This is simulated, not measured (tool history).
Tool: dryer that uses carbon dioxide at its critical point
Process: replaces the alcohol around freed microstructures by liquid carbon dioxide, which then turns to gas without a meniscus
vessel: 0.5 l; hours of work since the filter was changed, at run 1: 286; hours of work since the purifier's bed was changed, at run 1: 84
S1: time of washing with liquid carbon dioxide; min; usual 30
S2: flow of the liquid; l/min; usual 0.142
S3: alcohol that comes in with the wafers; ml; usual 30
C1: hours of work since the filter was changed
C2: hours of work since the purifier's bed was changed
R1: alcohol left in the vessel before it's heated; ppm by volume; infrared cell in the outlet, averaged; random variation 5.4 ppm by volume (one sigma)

run 1 hour=0 | S1=30 S2=0.142 S3=30 | C1=286 C2=84 | R1=216
run 2 hour=12 | S1=30 S2=0.142 S3=30 | C1=292 C2=91 | R1=226
run 3 hour=24.5 | S1=30 S2=0.142 S3=30 | C1=299 C2=98 | R1=223
run 4 hour=37.5 | S1=30 S2=0.142 S3=30 | C1=307 C2=105 | R1=228
run 5 hour=45.7 | S1=30 S2=0.142 S3=41 | C1=311 C2=109 | R1=308
run 6 hour=51.9 | S1=23 S2=0.142 S3=41 | C1=315 C2=113 | R1=1135
run 7 hour=60.9 | S1=23 S2=0.142 S3=41 | C1=320 C2=118 | R1=1138
run 8 hour=71.5 | S1=30 S2=0.142 S3=30 | C1=326 C2=124 | R1=226
run 9 hour=85.4 | S1=30 S2=0.142 S3=30 | C1=333 C2=131 | R1=249
run 10 hour=99.8 | S1=37 S2=0.142 S3=30 | C1=341 C2=139 | R1=87
run 11 hour=113.5 | S1=30 S2=0.142 S3=30 | C1=349 C2=147 | R1=251
run 12 hour=120.5 | S1=30 S2=0.142 S3=30 | C1=353 C2=151 | R1=261
run 13 hour=128.4 | S1=30 S2=0.142 S3=84 | C1=357 C2=155 | R1=643
run 14 hour=134.8 | S1=36 S2=0.142 S3=30 | C1=361 C2=159 | R1=109
run 15 hour=142 | S1=36 S2=0.142 S3=30 | C1=365 C2=163 | R1=108
run 16 hour=152 | S1=36 S2=0.142 S3=110 | C1=370 C2=169 | R1=322
run 17 hour=159.4 | S1=36 S2=0.142 S3=110 | C1=374 C2=173 | R1=310
run 18 hour=172.2 | S1=30 S2=0.142 S3=29 | C1=382 C2=180 | R1=270
run 19 hour=186.5 | S1=30 S2=0.142 S3=29 | C1=389 C2=188 | R1=249
run 20 hour=196.1 | S1=31 S2=0.193 S3=45 | C1=395 C2=193 | R1=56
run 21 hour=208.6 | S1=31 S2=0.193 S3=45 | C1=402 C2=200 | R1=65
run 22 hour=223.4 | S1=36 S2=0.193 S3=45 | C1=410 C2=208 | R1=43
run 23 hour=231.9 | S1=45 S2=0.193 S3=94 | C1=415 C2=213 | R1=32
run 24 hour=245.4 | S1=45 S2=0.193 S3=94 | C1=422 C2=220 | R1=24
run 25 hour=258.3 | S1=22 S2=0.122 S3=34 | C1=429 C2=228 | R1=2325
run 26 hour=271.2 | S1=22 S2=0.122 S3=34 | C1=437 C2=235 | R1=2352
run 27 hour=284.9 | S1=22 S2=0.122 S3=34 | C1=444 C2=242 | R1=2320
run 28 hour=299.5 | S1=22 S2=0.122 S3=34 | C1=452 C2=251 | R1=2355
run 29 hour=305.6 | S1=24 S2=0.122 S3=34 | C1=456 C2=254 | R1=1749
run 30 hour=319.4 | S1=24 S2=0.122 S3=34 | C1=463 C2=262 | R1=1732
run 31 hour=331.1 | S1=30 S2=0.142 S3=59 | C1=470 C2=268 | R1=577
run 32 hour=343.4 | S1=25 S2=0.233 S3=27 | C1=477 C2=275 | R1=67
run 33 hour=353.4 | S1=43 S2=0.109 S3=35 | C1=482 C2=281 | R1=234
run 34 hour=364.2 | S1=26 S2=0.176 S3=41 | C1=488 C2=287 | R1=268
run 35 hour=378.5 | S1=26 S2=0.176 S3=41 | C1=496 C2=294 | R1=279
run 36 hour=384.8 | S1=26 S2=0.176 S3=41 | C1=500 C2=298 | R1=273

Forecast each of these 5 alternatives for the next run:
run A hour=391.7 | S1=26 S2=0.122 S3=74 | C1=504 C2=302 | R1=?
run B hour=391.7 | S1=26 S2=0.177 S3=30 | C1=504 C2=302 | R1=?
run C hour=391.7 | S1=42 S2=0.143 S3=30 | C1=504 C2=302 | R1=?
run D hour=391.7 | S1=27 S2=0.222 S3=101 | C1=504 C2=302 | R1=?
run E hour=391.7 | S1=30 S2=0.179 S3=30 | C1=504 C2=302 | R1=?

run=A R1=2879
run=B R1=204
run=C R1=72
run=D R1=132
run=E R1=104
Without the tool's hidden state the same runs would have given:
run=A R1=1553
run=B R1=67
run=C R1=10
run=D R1=34
run=E R1=23
